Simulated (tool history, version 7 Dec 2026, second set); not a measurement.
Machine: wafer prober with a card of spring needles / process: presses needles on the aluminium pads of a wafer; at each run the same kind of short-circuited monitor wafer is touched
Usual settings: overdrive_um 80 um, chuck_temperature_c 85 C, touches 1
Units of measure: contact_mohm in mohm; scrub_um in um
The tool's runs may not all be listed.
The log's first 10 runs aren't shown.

run     day  overdrive_um  chuck_temperature_c  touches  touches since the tips were cleaned  cleanings since the card got new needles  touches since the first contact's height was set  contact_mohm  scrub_um
     10.579  -- tips cleaned on abrasive film
     11.504  -- tips cleaned on abrasive film
 11  11.771            89                   85        1                                 2654                                        25                                             71674           151     12.37
     12.446  -- tips cleaned on abrasive film
 12  12.542            89                   85        1                                  927                                        26                                             79171           144     12.39
     13.342  -- tips cleaned on abrasive film
 13  13.396            89                  118        1                                  525                                        27                                             87535           144     12.36
 14  14.096            89                  118        1                                 7410                                        27                                             94420           180     12.37
     14.238  -- tips cleaned on abrasive film
 15  14.846            68                   85        1                                 5964                                        28                                            101721           199      9.45
     15.183  -- tips cleaned on abrasive film
 16  15.879            68                   85        1                                 6834                                        29                                            111870           211      9.41
     16.067  -- tips cleaned on abrasive film
 17  16.662            68                   85        1                                 5828                                        30                                            119500           201      9.43
     16.946  -- tips cleaned on abrasive film
 18  17.742            68                   85        1                                 7829                                        31                                            130056           212      9.42
     17.833  -- tips cleaned on abrasive film
 19  18.488            80                   83        2                                 6424                                        32                                            137368           164     11.08
     18.717  -- tips cleaned on abrasive film
 20  19.417            79                   42        3                                 6847                                        33                                            146424           150     10.97
     19.629  -- tips cleaned on abrasive film
 21  20.396            79                   42        3                                 7521                                        34                                            156017           148     10.95
     20.517  -- tips cleaned on abrasive film
     20.858  -- height of the first contact set anew
     21.417  -- tips cleaned on abrasive film
 22  21.688            79                   42        3                                 2693                                        36                                              8132           133     11.05
     22.321  -- tips cleaned on abrasive film
 23  22.629            73                   41        1                                 3009                                        37                                             17316           169     10.18
     23.271  -- tips cleaned on abrasive film
 24  23.342            94                   32        1                                  721                                        38                                             24299           131     13.13
     24.179  -- tips cleaned on abrasive film
 25  24.779            94                   32        1                                 5880                                        39                                             38357           160     13.12
     25.154  -- tips cleaned on abrasive film
 26  25.633            71                   32        1                                 4727                                        40                                             46718           187      9.89
     26.083  -- tips cleaned on abrasive film
 27  26.458            80                  106        1                                 3698                                        41                                             54782           175     11.15
     26.954  -- tips cleaned on abrasive film
 28  27.225            64                   96        3                                 2660                                        42                                             62271           150       8.9
     27.896  -- tips cleaned on abrasive film
 29  28.346            86                   51        3                                 4450                                        43                                             73248           136     11.97
     28.788  -- tips cleaned on abrasive film
     29.767  -- tips cleaned on abrasive film
 30  29.783            82                   46        1                                  159                                        45                                             87288           132     11.38
 31    30.6            82                   46        1                                 8188                                        45                                             95317           188      11.4
     30.733  -- tips cleaned on abrasive film
 32  31.504            82                   46        1                                 7596                                        46                                            104150           185     11.41
     31.612  -- tips cleaned on abrasive film
 33  32.133            82                   46        1                                 5125                                        47                                            110277           174     11.38

Forecast each of these 3 alternatives for the next run:
     32.583  -- tips cleaned on abrasive film
  A  32.946            80                   86        2                                 3593                                        48                                            118239             ?         ?
     32.583  -- tips cleaned on abrasive film
  B  32.946            71                   60        2                                 3593                                        48                                            118239             ?         ?
     32.583  -- tips cleaned on abrasive film
  C  32.946            68                   41        2                                 3593                                        48                                            118239             ?         ?

run  contact_mohm  scrub_um
  A           152      11.1
  B           158      9.84
  C           160       9.4
Take away the tool's hidden state, keep each run's random variation, and the runs would have read:
run  contact_mohm  scrub_um
  A           126     11.17
  B           125      9.92
  C           123      9.48
